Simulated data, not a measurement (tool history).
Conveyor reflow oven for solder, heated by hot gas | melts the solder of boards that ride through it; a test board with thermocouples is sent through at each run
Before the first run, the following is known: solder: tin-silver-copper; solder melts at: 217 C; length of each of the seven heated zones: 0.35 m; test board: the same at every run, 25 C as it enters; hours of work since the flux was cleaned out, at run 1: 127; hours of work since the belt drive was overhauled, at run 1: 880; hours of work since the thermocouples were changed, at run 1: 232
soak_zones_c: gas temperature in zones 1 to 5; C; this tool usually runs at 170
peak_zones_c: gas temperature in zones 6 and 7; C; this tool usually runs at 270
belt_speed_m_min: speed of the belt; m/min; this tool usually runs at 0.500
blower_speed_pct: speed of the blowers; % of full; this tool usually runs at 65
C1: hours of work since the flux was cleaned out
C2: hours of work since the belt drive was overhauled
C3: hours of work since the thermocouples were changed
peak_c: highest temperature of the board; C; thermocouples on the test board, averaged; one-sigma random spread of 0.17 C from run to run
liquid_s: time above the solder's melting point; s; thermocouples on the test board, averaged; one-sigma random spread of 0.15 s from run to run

run 1 hour=0.0 | soak_zones_c=170 peak_zones_c=270 belt_speed_m_min=0.500 blower_speed_pct=65 | C1=127 C2=880 C3=232 | peak_c=253.1 liquid_s=63.7
run 2 hour=20.9 | soak_zones_c=170 peak_zones_c=270 belt_speed_m_min=0.462 blower_speed_pct=65 | C1=144 C2=896 C3=248 | peak_c=255.1 liquid_s=71.6
run 3 hour=52.4 | soak_zones_c=170 peak_zones_c=270 belt_speed_m_min=0.462 blower_speed_pct=65 | C1=169 C2=921 C3=273 | peak_c=255.0 liquid_s=71.5
run 4 hour=83.6 | soak_zones_c=170 peak_zones_c=270 belt_speed_m_min=0.462 blower_speed_pct=65 | C1=193 C2=945 C3=297 | peak_c=255.0 liquid_s=71.5
run 5 hour=108.6 | soak_zones_c=170 peak_zones_c=270 belt_speed_m_min=0.462 blower_speed_pct=65 | C1=213 C2=965 C3=317 | peak_c=254.7 liquid_s=71.2
-- hour=132.2 flux residue cleaned out of gas plates and filters
run 6 hour=145.4 | soak_zones_c=170 peak_zones_c=270 belt_speed_m_min=0.401 blower_speed_pct=65 | C1=10 C2=990 C3=342 | peak_c=259.4 liquid_s=87.9
run 7 hour=173.5 | soak_zones_c=170 peak_zones_c=270 belt_speed_m_min=0.401 blower_speed_pct=65 | C1=32 C2=1012 C3=364 | peak_c=259.0 liquid_s=87.8
run 8 hour=190.4 | soak_zones_c=170 peak_zones_c=270 belt_speed_m_min=0.401 blower_speed_pct=56 | C1=46 C2=1025 C3=377 | peak_c=256.8 liquid_s=85.2
run 9 hour=221.9 | soak_zones_c=170 peak_zones_c=270 belt_speed_m_min=0.500 blower_speed_pct=65 | C1=70 C2=1050 C3=402 | peak_c=252.9 liquid_s=64.0
run 10 hour=245.8 | soak_zones_c=170 peak_zones_c=266 belt_speed_m_min=0.572 blower_speed_pct=65 | C1=89 C2=1069 C3=421 | peak_c=244.7 liquid_s=48.2
run 11 hour=278.7 | soak_zones_c=170 peak_zones_c=266 belt_speed_m_min=0.572 blower_speed_pct=65 | C1=115 C2=1094 C3=446 | peak_c=244.5 liquid_s=48.1
run 12 hour=309.6 | soak_zones_c=168 peak_zones_c=271 belt_speed_m_min=0.572 blower_speed_pct=65 | C1=139 C2=1119 C3=471 | peak_c=248.3 liquid_s=50.2
run 13 hour=343.6 | soak_zones_c=168 peak_zones_c=271 belt_speed_m_min=0.572 blower_speed_pct=65 | C1=166 C2=1145 C3=497 | peak_c=247.9 liquid_s=49.9
-- hour=355.5 belt drive overhauled, speed set with a stopwatch
run 14 hour=379.3 | soak_zones_c=180 peak_zones_c=270 belt_speed_m_min=0.584 blower_speed_pct=65 | C1=191 C2=19 C3=522 | peak_c=247.3 liquid_s=50.7
run 15 hour=407.2 | soak_zones_c=180 peak_zones_c=270 belt_speed_m_min=0.584 blower_speed_pct=65 | C1=213 C2=41 C3=544 | peak_c=247.4 liquid_s=51.0
-- hour=431.9 flux residue cleaned out of gas plates and filters
run 16 hour=444.7 | soak_zones_c=175 peak_zones_c=270 belt_speed_m_min=0.584 blower_speed_pct=65 | C1=10 C2=66 C3=570 | peak_c=247.2 liquid_s=49.4
run 17 hour=466.9 | soak_zones_c=164 peak_zones_c=270 belt_speed_m_min=0.584 blower_speed_pct=60 | C1=27 C2=84 C3=587 | peak_c=243.1 liquid_s=41.5
run 18 hour=491.6 | soak_zones_c=164 peak_zones_c=259 belt_speed_m_min=0.584 blower_speed_pct=60 | C1=47 C2=103 C3=606 | peak_c=234.0 liquid_s=31.4

Some steps in peak_c between neighbouring runs. How much of each would the tool show without its hidden state too (settings, what came in, random variation), and how much is left for the hidden state, with any gauge scatter that isn't in both results?
What the log doesn't record here: heat that the gas passes to the board, % of a clean oven's; belt's true speed, % of the reading; true gas temperature in zones 6 and 7 over the reading, C; drift of the gauge itself on peak_c, C; drift of the gauge itself on liquid_s, %.
Run 13 -> 14: soak_zones_c 168 -> 180, peak_zones_c 271 -> 270, belt_speed_m_min 0.572 -> 0.584, belt drive overhauled, speed set with a stopwatch. peak_c -0.6 C: hidden state -1.4, all else +0.8.
Run 17 -> 18: peak_zones_c 270 -> 259. peak_c -9.1 C: hidden state +0.0, all else -9.1.
